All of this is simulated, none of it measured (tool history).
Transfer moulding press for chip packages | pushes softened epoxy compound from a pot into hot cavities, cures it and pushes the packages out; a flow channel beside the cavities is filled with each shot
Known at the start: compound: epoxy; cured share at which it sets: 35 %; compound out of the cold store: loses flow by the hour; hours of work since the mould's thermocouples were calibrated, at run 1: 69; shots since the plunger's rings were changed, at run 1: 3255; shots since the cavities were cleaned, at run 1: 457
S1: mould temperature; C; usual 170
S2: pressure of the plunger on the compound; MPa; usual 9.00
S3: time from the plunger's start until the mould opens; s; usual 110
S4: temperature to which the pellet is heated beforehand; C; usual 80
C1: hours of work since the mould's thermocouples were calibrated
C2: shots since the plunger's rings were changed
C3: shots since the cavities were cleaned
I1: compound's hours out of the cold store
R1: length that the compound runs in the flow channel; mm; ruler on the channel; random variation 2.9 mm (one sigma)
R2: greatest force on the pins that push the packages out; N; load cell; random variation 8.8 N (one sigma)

run,hour,S1,S2,S3,S4,C1,C2,C3,I1,R1,R2
1,0.0,170,9.00,110,80,69,3255,457,27.5,601,559
# hour 22.5: cavities cleaned with cleaning compound and waxed
2,22.5,170,9.00,110,80,83,3488,0,31.0,590,357
3,45.6,170,9.00,110,80,99,3745,257,47.0,542,452
# hour 84.9: cavities cleaned with cleaning compound and waxed
4,89.6,170,9.00,110,83,129,4218,52,14.8,631,417
5,126.8,170,9.00,110,83,154,4633,467,35.6,569,521
# hour 148.7: cavities cleaned with cleaning compound and waxed
6,151.5,170,9.00,110,83,170,4892,32,23.0,601,413
7,179.6,170,9.00,110,80,190,5204,344,11.2,627,540
# hour 196.8: plunger's sealing rings changed
# hour 214.3: cavities cleaned with cleaning compound and waxed
8,219.2,170,9.00,110,80,214,232,54,9.6,675,429
9,250.2,170,9.00,110,80,235,578,400,14.7,659,540
# hour 276.2: cavities cleaned with cleaning compound and waxed
10,276.2,170,9.00,110,80,252,850,0,47.0,559,374
11,320.2,170,8.24,110,80,283,1340,490,29.7,585,532
# hour 339.8: cavities cleaned with cleaning compound and waxed
12,361.4,170,8.24,110,80,310,1782,240,15.4,616,493
# hour 402.0: cavities cleaned with cleaning compound and waxed
13,402.0,170,8.24,110,80,337,2218,0,30.8,578,387
14,444.0,172,9.00,110,80,366,2686,468,8.8,653,504
# hour 465.6: cavities cleaned with cleaning compound and waxed
15,478.7,172,9.41,110,84,389,3055,146,14.5,647,428
16,518.5,173,6.82,110,80,416,3498,589,20.9,529,475
# hour 529.1: cavities cleaned with cleaning compound and waxed
17,548.8,172,6.82,104,81,436,3819,220,38.1,491,467
18,587.2,172,6.82,104,81,462,4247,648,23.8,518,564
# hour 592.3: cavities cleaned with cleaning compound and waxed
# hour 598.4: mould's thermocouples calibrated
19,621.0,167,9.00,110,71,16,4583,296,13.1,644,644
# hour 657.5: cavities cleaned with cleaning compound and waxed
20,661.1,167,7.01,110,84,42,5014,40,20.5,547,506
# hour 694.0: plunger's sealing rings changed
21,697.3,170,8.39,101,80,65,37,415,27.7,603,606
# hour 722.7: cavities cleaned with cleaning compound and waxed
22,727.3,170,10.15,110,80,85,354,52,43.1,612,387
23,753.7,173,9.00,110,80,103,648,346,29.0,605,449
24,772.6,176,7.15,96,83,116,858,556,40.5,499,453
# hour 786.7: cavities cleaned with cleaning compound and waxed
25,794.9,175,8.35,96,83,131,1090,92,15.3,609,424
26,823.8,175,8.35,128,83,150,1412,414,9.6,618,403
27,843.6,175,8.35,128,83,164,1633,635,44.6,529,420

Hidden state or all else? Some run-to-run changes of R1, split into what the settings, what came in and random variation would give without the hidden state, and what is left for the hidden state (with any gauge scatter that isn't in both results):
The hidden state here: true mould temperature over the reading, C; pressure that reaches the compound, % of what is set; grip of the stained cavities, % over clean ones'; drift of the gauge itself on flow_mm, %; drift of the gauge itself on push_out_n, %.
Run 7 -> 8: plunger's sealing rings changed, cavities cleaned with cleaning compound and waxed. R1 +48 mm: hidden state +39, all else +9.
Run 15 -> 16: S1 172 -> 173, S2 9.41 -> 6.82, S4 84 -> 80. R1 -118 mm: hidden state +0, all else -118.
Run 18 -> 19: S1 172 -> 167, S2 6.82 -> 9.00, S3 104 -> 110, S4 81 -> 71, cavities cleaned with cleaning compound and waxed, mould's thermocouples calibrated. R1 +126 mm: hidden state -11, all else +137.
Run 20 -> 21: S1 167 -> 170, S2 7.01 -> 8.39, S3 110 -> 101, S4 84 -> 80, plunger's sealing rings changed. R1 +56 mm: hidden state +30, all else +26.
